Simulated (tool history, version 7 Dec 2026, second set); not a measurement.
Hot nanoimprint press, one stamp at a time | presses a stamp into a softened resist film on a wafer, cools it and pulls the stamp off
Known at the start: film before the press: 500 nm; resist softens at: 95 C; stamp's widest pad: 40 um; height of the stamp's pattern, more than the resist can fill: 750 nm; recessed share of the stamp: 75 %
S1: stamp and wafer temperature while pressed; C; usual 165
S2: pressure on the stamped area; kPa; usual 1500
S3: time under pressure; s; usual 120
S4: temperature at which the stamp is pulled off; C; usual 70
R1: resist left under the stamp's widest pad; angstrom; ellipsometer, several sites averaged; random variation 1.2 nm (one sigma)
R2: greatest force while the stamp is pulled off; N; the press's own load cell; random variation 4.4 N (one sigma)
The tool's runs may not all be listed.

{"run": 1, "hour": 0.0, "S1": 165, "S2": 1500, "S3": 120, "S4": 70, "R1": 2231, "R2": 217}
{"run": 2, "hour": 33.3, "S1": 165, "S2": 1500, "S3": 120, "S4": 70, "R1": 2244, "R2": 221}
{"run": 3, "hour": 73.9, "S1": 165, "S2": 1500, "S3": 120, "S4": 70, "R1": 2258, "R2": 209}
{"run": 4, "hour": 131.7, "S1": 165, "S2": 1500, "S3": 120, "S4": 70, "R1": 2235, "R2": 222}
{"run": 5, "hour": 181.4, "S1": 165, "S2": 1500, "S3": 120, "S4": 70, "R1": 2230, "R2": 214}
{"run": 6, "hour": 237.0, "S1": 165, "S2": 1500, "S3": 120, "S4": 70, "R1": 2236, "R2": 225}
{"run": 7, "hour": 284.8, "S1": 165, "S2": 1390, "S3": 120, "S4": 70, "R1": 2319, "R2": 217}
{"run": 8, "hour": 339.1, "S1": 158, "S2": 1500, "S3": 120, "S4": 70, "R1": 3078, "R2": 221}
{"run": 9, "hour": 399.0, "S1": 158, "S2": 1500, "S3": 120, "S4": 70, "R1": 3051, "R2": 211}
{"run": 10, "hour": 435.2, "S1": 158, "S2": 1500, "S3": 120, "S4": 70, "R1": 3053, "R2": 215}
{"run": 11, "hour": 460.5, "S1": 158, "S2": 1500, "S3": 120, "S4": 70, "R1": 3073, "R2": 220}
{"run": 12, "hour": 497.7, "S1": 158, "S2": 1500, "S3": 120, "S4": 70, "R1": 3072, "R2": 221}
{"run": 13, "hour": 528.8, "S1": 157, "S2": 1360, "S3": 120, "S4": 56, "R1": 3328, "R2": 255}
{"run": 14, "hour": 573.1, "S1": 177, "S2": 1500, "S3": 120, "S4": 59, "R1": 1286, "R2": 248}
{"run": 15, "hour": 608.9, "S1": 167, "S2": 1500, "S3": 120, "S4": 70, "R1": 2055, "R2": 226}
{"run": 16, "hour": 665.2, "S1": 165, "S2": 1500, "S3": 117, "S4": 62, "R1": 2259, "R2": 237}
{"run": 17, "hour": 691.3, "S1": 165, "S2": 1500, "S3": 117, "S4": 62, "R1": 2259, "R2": 246}
{"run": 18, "hour": 734.9, "S1": 165, "S2": 1500, "S3": 117, "S4": 62, "R1": 2285, "R2": 235}
{"run": 19, "hour": 772.0, "S1": 176, "S2": 940, "S3": 120, "S4": 69, "R1": 1769, "R2": 220}
{"run": 20, "hour": 812.9, "S1": 165, "S2": 1500, "S3": 65, "S4": 64, "R1": 2712, "R2": 237}
{"run": 21, "hour": 843.5, "S1": 165, "S2": 1270, "S3": 120, "S4": 70, "R1": 2438, "R2": 210}
{"run": 22, "hour": 898.2, "S1": 165, "S2": 1830, "S3": 120, "S4": 70, "R1": 2001, "R2": 220}
{"hour": 956.9, "done": "stamp cleaned and given a new release coat"}
{"run": 23, "hour": 966.1, "S1": 165, "S2": 1830, "S3": 120, "S4": 70, "R1": 2014, "R2": 217}
{"hour": 985.1, "done": "plate thermocouple calibrated"}
{"run": 24, "hour": 1026.4, "S1": 165, "S2": 1830, "S3": 120, "S4": 70, "R1": 2007, "R2": 221}

Forecast each of these 3 alternatives for the next run:
{"run": "A", "hour": 1065.0, "S1": 165, "S2": 1500, "S3": 88, "S4": 70, "R1": "?", "R2": "?"}
{"run": "B", "hour": 1065.0, "S1": 165, "S2": 1250, "S3": 137, "S4": 62, "R1": "?", "R2": "?"}
{"run": "C", "hour": 1065.0, "S1": 163, "S2": 1500, "S3": 120, "S4": 58, "R1": "?", "R2": "?"}

run=A R1=2468 R2=223
run=B R1=2367 R2=246
run=C R1=2472 R2=248
Without the tool's hidden state the same runs would have given:
run=A R1=2466 R2=223
run=B R1=2366 R2=246
run=C R1=2471 R2=248
